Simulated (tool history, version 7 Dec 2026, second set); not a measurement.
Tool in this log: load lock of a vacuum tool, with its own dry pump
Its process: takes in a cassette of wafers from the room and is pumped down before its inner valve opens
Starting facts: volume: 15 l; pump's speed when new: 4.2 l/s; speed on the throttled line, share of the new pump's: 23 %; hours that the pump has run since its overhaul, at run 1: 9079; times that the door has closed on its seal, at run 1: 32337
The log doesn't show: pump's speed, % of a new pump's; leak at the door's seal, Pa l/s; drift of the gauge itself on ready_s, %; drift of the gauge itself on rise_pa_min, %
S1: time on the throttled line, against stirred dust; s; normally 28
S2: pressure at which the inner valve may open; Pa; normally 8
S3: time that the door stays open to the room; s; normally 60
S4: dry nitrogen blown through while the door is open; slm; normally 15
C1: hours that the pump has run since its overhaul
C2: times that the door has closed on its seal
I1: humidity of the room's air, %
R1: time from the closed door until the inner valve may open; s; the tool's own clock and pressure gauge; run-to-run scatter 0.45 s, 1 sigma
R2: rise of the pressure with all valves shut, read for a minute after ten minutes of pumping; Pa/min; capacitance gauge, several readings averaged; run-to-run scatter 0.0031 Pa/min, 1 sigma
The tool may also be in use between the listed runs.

{"run": 1, "hour": 0.0, "S1": 28, "S2": 8, "S3": 60, "S4": 15, "C1": 9079, "C2": 32337, "I1": 43.5, "R1": 55.1, "R2": 0.067}
{"run": 2, "hour": 123.4, "S1": 28, "S2": 8, "S3": 60, "S4": 15, "C1": 9203, "C2": 32771, "I1": 46.3, "R1": 55.7, "R2": 0.065}
{"run": 3, "hour": 366.5, "S1": 28, "S2": 8, "S3": 60, "S4": 15, "C1": 9446, "C2": 33625, "I1": 45.1, "R1": 55.5, "R2": 0.067}
{"run": 4, "hour": 548.6, "S1": 37, "S2": 8, "S3": 60, "S4": 15, "C1": 9628, "C2": 34266, "I1": 43.9, "R1": 61.6, "R2": 0.063}
{"run": 5, "hour": 680.5, "S1": 37, "S2": 8, "S3": 60, "S4": 15, "C1": 9760, "C2": 34729, "I1": 43.9, "R1": 62, "R2": 0.059}
{"run": 6, "hour": 831.1, "S1": 37, "S2": 8, "S3": 60, "S4": 15, "C1": 9911, "C2": 35259, "I1": 45.2, "R1": 62.1, "R2": 0.059}
{"run": 7, "hour": 1050.6, "S1": 37, "S2": 8, "S3": 60, "S4": 15, "C1": 10130, "C2": 36030, "I1": 46.1, "R1": 62.4, "R2": 0.066}
{"run": 8, "hour": 1254.9, "S1": 37, "S2": 8, "S3": 60, "S4": 15, "C1": 10334, "C2": 36749, "I1": 46.3, "R1": 62.2, "R2": 0.069}
{"run": 9, "hour": 1443.8, "S1": 37, "S2": 8, "S3": 60, "S4": 15, "C1": 10523, "C2": 37413, "I1": 48.6, "R1": 62.5, "R2": 0.065}
{"run": 10, "hour": 1678.9, "S1": 21, "S2": 8, "S3": 60, "S4": 15, "C1": 10758, "C2": 38239, "I1": 44.2, "R1": 49.9, "R2": 0.058}
{"run": 11, "hour": 1829.2, "S1": 21, "S2": 8, "S3": 60, "S4": 15, "C1": 10909, "C2": 38768, "I1": 43.5, "R1": 49.1, "R2": 0.063}
{"run": 12, "hour": 2080.1, "S1": 28, "S2": 8, "S3": 60, "S4": 18, "C1": 11160, "C2": 39649, "I1": 45.8, "R1": 55.6, "R2": 0.056}
{"run": 13, "hour": 2193.5, "S1": 28, "S2": 8, "S3": 60, "S4": 18, "C1": 11273, "C2": 40048, "I1": 45.2, "R1": 55.5, "R2": 0.058}
{"run": 14, "hour": 2430.7, "S1": 28, "S2": 8, "S3": 60, "S4": 43, "C1": 11510, "C2": 40882, "I1": 43.7, "R1": 54.3, "R2": 0.041}
{"run": 15, "hour": 2681.0, "S1": 28, "S2": 8, "S3": 60, "S4": 43, "C1": 11760, "C2": 41762, "I1": 47.6, "R1": 56, "R2": 0.039}
{"run": 16, "hour": 2908.3, "S1": 28, "S2": 8, "S3": 60, "S4": 43, "C1": 11988, "C2": 42561, "I1": 42.7, "R1": 55.1, "R2": 0.043}
{"run": 17, "hour": 3019.4, "S1": 28, "S2": 8, "S3": 60, "S4": 43, "C1": 12099, "C2": 42951, "I1": 42.3, "R1": 55.2, "R2": 0.039}
{"run": 18, "hour": 3140.7, "S1": 42, "S2": 8, "S3": 43, "S4": 36, "C1": 12220, "C2": 43378, "I1": 44.3, "R1": 65.7, "R2": 0.041}
{"run": 19, "hour": 3349.6, "S1": 42, "S2": 8, "S3": 43, "S4": 36, "C1": 12429, "C2": 44112, "I1": 44.9, "R1": 66.2, "R2": 0.037}
{"run": 20, "hour": 3547.4, "S1": 16, "S2": 16, "S3": 45, "S4": 7, "C1": 12627, "C2": 44808, "I1": 45.8, "R1": 43.9, "R2": 0.068}
{"run": 21, "hour": 3787.7, "S1": 28, "S2": 8, "S3": 138, "S4": 15, "C1": 12867, "C2": 45652, "I1": 44.1, "R1": 55.7, "R2": 0.105}
{"hour": 3816.0, "done": "dry pump taken out, an overhauled one fitted"}
{"run": 22, "hour": 3909.7, "S1": 23, "S2": 15, "S3": 138, "S4": 15, "C1": 94, "C2": 46060, "I1": 47, "R1": 49.1, "R2": 0.108}
{"run": 23, "hour": 4051.0, "S1": 31, "S2": 11, "S3": 138, "S4": 8, "C1": 235, "C2": 46557, "I1": 44.9, "R1": 56.9, "R2": 0.131}
{"run": 24, "hour": 4200.2, "S1": 23, "S2": 8, "S3": 88, "S4": 26, "C1": 384, "C2": 47081, "I1": 47, "R1": 51.2, "R2": 0.066}
{"run": 25, "hour": 4336.8, "S1": 28, "S2": 7, "S3": 60, "S4": 11, "C1": 521, "C2": 47561, "I1": 45.8, "R1": 55.5, "R2": 0.071}
{"run": 26, "hour": 4481.2, "S1": 28, "S2": 15, "S3": 47, "S4": 15, "C1": 665, "C2": 48069, "I1": 43.6, "R1": 52.8, "R2": 0.052}
{"run": 27, "hour": 4613.6, "S1": 28, "S2": 15, "S3": 57, "S4": 15, "C1": 798, "C2": 48535, "I1": 45.3, "R1": 53.2, "R2": 0.066}
{"run": 28, "hour": 4770.6, "S1": 28, "S2": 13, "S3": 76, "S4": 15, "C1": 955, "C2": 49086, "I1": 45.2, "R1": 53.4, "R2": 0.069}
{"run": 29, "hour": 4987.3, "S1": 28, "S2": 12, "S3": 60, "S4": 5, "C1": 1171, "C2": 49848, "I1": 45.5, "R1": 53, "R2": 0.085}
{"run": 30, "hour": 5193.1, "S1": 28, "S2": 12, "S3": 60, "S4": 5, "C1": 1377, "C2": 50572, "I1": 44.4, "R1": 53.9, "R2": 0.085}
{"run": 31, "hour": 5404.3, "S1": 28, "S2": 10, "S3": 60, "S4": 15, "C1": 1588, "C2": 51314, "I1": 42.5, "R1": 53.9, "R2": 0.063}
{"run": 32, "hour": 5666.2, "S1": 28, "S2": 10, "S3": 60, "S4": 15, "C1": 1850, "C2": 52235, "I1": 46.5, "R1": 54.6, "R2": 0.072}
{"run": 33, "hour": 5824.8, "S1": 28, "S2": 10, "S3": 60, "S4": 15, "C1": 2009, "C2": 52793, "I1": 42.4, "R1": 54.7, "R2": 0.062}

Below are 4 alternative next runs, each starting from the tool's condition after run 33. Predict each:
{"run": "A", "hour": 6034.8, "S1": 28, "S2": 11, "S3": 60, "S4": 15, "C1": 2219, "C2": 53531, "I1": 42.4, "R1": "?", "R2": "?"}
{"run": "B", "hour": 6034.8, "S1": 25, "S2": 10, "S3": 91, "S4": 11, "C1": 2219, "C2": 53531, "I1": 43.9, "R1": "?", "R2": "?"}
{"run": "C", "hour": 6034.8, "S1": 25, "S2": 10, "S3": 60, "S4": 22, "C1": 2219, "C2": 53531, "I1": 45.5, "R1": "?", "R2": "?"}
{"run": "D", "hour": 6034.8, "S1": 28, "S2": 10, "S3": 60, "S4": 14, "C1": 2219, "C2": 53531, "I1": 46.1, "R1": "?", "R2": "?"}

run=A R1=53.8 R2=0.065
run=B R1=52.7 R2=0.09
run=C R1=52.1 R2=0.059
run=D R1=54.5 R2=0.073
Take away the tool's hidden state, keep each run's random variation, and the runs would have read:
run=A R1=53.8 R2=0.063
run=B R1=52.7 R2=0.087
run=C R1=52.1 R2=0.057
run=D R1=54.5 R2=0.07

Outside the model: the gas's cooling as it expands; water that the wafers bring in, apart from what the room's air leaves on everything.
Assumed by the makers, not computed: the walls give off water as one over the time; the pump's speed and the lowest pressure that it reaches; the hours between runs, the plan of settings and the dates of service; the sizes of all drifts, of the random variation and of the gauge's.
